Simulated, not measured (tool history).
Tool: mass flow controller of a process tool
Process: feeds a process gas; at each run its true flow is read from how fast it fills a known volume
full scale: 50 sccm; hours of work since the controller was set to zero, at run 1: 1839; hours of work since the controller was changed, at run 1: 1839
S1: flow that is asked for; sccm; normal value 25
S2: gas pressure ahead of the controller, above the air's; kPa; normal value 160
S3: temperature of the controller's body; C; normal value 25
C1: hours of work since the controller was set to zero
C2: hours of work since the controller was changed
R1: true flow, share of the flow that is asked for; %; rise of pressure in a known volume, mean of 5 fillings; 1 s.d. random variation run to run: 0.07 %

Run 1, hour 0: usual settings; C1 1839; C2 1839. Result: R1 98.64 %.
Run 2, hour 38.2: usual settings but S3 30 C; C1 1868; C2 1868. Result: R1 99.12 %.
Run 3, hour 85.9: usual settings but S3 30 C; C1 1906; C2 1906. Result: R1 99.26 %.
Run 4, hour 154.6: usual settings but S3 30 C; C1 1959; C2 1959. Result: R1 99.46 %.
Run 5, hour 230.5: usual settings but S2 161 kPa; C1 2018; C2 2018. Result: R1 98.82 %.
Run 6, hour 308.7: usual settings but S2 161 kPa; C1 2079; C2 2079. Result: R1 99.16 %.
Run 7, hour 382.4: usual settings but S2 161 kPa; C1 2136; C2 2136. Result: R1 99.1 %.
Run 8, hour 430.6: usual settings; C1 2174; C2 2174. Result: R1 99.25 %.
Run 9, hour 505.2: usual settings but S3 27 C; C1 2232; C2 2232. Result: R1 99.7 %.
Run 10, hour 563.6: usual settings but S1 17 sccm, S2 176 kPa, S3 27 C; C1 2277; C2 2277. Result: R1 99.41 %.
Run 11, hour 622.2: usual settings but S2 153 kPa; C1 2323; C2 2323. Result: R1 99.55 %.
Run 12, hour 695.5: usual settings but S2 153 kPa; C1 2380; C2 2380. Result: R1 99.8 %.
Run 13, hour 760.2: usual settings but S2 153 kPa, S3 31 C; C1 2430; C2 2430. Result: R1 100.56 %.
Run 14, hour 826.4: usual settings but S1 43 sccm, S3 28 C; C1 2482; C2 2482. Result: R1 101.3 %.

What does the tool deliver on the next run?
Run 15, hour 880.3: usual settings but S2 165 kPa, S3 39 C; C1 2524; C2 2524. Result: R1 ?.

{"run 15": {"R1": 101.67}}
With no hidden state in the tool, this same run would have given R1 100.12 %.
